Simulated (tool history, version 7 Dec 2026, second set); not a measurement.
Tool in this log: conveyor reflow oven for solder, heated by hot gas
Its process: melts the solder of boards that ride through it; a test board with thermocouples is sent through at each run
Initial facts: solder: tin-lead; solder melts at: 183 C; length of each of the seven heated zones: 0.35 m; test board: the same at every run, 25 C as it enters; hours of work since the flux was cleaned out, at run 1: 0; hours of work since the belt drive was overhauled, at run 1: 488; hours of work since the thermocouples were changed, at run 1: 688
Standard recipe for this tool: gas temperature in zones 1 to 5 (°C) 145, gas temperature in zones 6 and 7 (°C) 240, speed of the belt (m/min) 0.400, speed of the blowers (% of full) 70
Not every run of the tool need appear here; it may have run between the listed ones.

run,hour,gas temperature in zones 1 to 5 (°C),gas temperature in zones 6 and 7 (°C),speed of the belt (m/min),speed of the blowers (% of full),hours of work since the flux was cleaned out,hours of work since the belt drive was overhauled,hours of work since the thermocouples were changed,highest temperature of the board (°C),time above the solder's melting point (s)
1,0.0,145,240,0.400,70,0,488,688,225.92,90.3
2,25.6,145,240,0.400,57,14,502,702,223.74,88.2
3,48.2,145,240,0.400,57,25,514,714,223.78,88.5
4,77.8,145,240,0.400,57,41,529,729,223.51,88.2
5,97.3,145,240,0.400,57,51,540,740,223.64,88.1
6,127.9,145,240,0.400,57,68,556,756,223.57,88.4
7,157.6,145,240,0.400,57,83,571,772,223.64,88.2
8,175.3,145,240,0.400,70,93,581,781,225.79,90.5
9,196.2,145,240,0.400,70,104,592,792,225.78,90.3
10,223.6,145,240,0.400,70,118,606,806,225.72,90.6
11,245.3,145,240,0.400,70,129,618,818,225.81,90.7
12,261.3,142,240,0.400,70,138,626,826,225.33,88.5
13,288.9,145,240,0.400,70,153,641,841,225.76,90.5
14,311.7,145,246,0.400,70,165,653,853,231.35,94.4
15,332.3,145,246,0.400,57,175,664,864,228.94,92.8
16,350.9,145,246,0.400,57,185,674,874,228.73,92.8
17,376.9,153,251,0.442,90,199,687,887,236.42,92.1
18,399.9,144,240,0.450,70,211,699,899,221.95,76.6
19,414.8,145,240,0.400,81,219,707,907,227.35,91.9
20,438.2,145,240,0.347,53,231,720,920,227.21,106.1
21,453.4,145,240,0.347,53,239,728,928,227.07,105.6
22,469.2,145,240,0.436,53,248,736,936,219.88,76.9
23,500.8,145,240,0.352,54,264,753,953,227.02,104.0
24,531.3,155,247,0.400,64,280,769,969,232.76,100.7
25,544.3,145,231,0.400,74,287,776,976,218.41,84.1
# hour 564.7: flux residue cleaned out of gas plates and filters
26,569.5,134,253,0.386,59,3,786,986,235.07,95.7
27,590.9,145,240,0.444,78,14,798,998,223.84,79.7
28,612.7,160,240,0.418,78,25,809,1009,227.99,96.3
29,626.5,160,240,0.418,78,33,816,1016,227.99,96.3
30,654.8,152,245,0.400,70,48,831,1031,231.37,98.3
31,669.1,152,245,0.400,70,55,839,1039,231.29,98.2

Hidden condition of the tool, last listed run before each entry between runs versus first listed run after:
Runs 25 to 26: flux residue cleaned out of gas plates and filters (hour 564.7)
  heat that the gas passes to the board, % of a clean oven's: 99.9 -> 100

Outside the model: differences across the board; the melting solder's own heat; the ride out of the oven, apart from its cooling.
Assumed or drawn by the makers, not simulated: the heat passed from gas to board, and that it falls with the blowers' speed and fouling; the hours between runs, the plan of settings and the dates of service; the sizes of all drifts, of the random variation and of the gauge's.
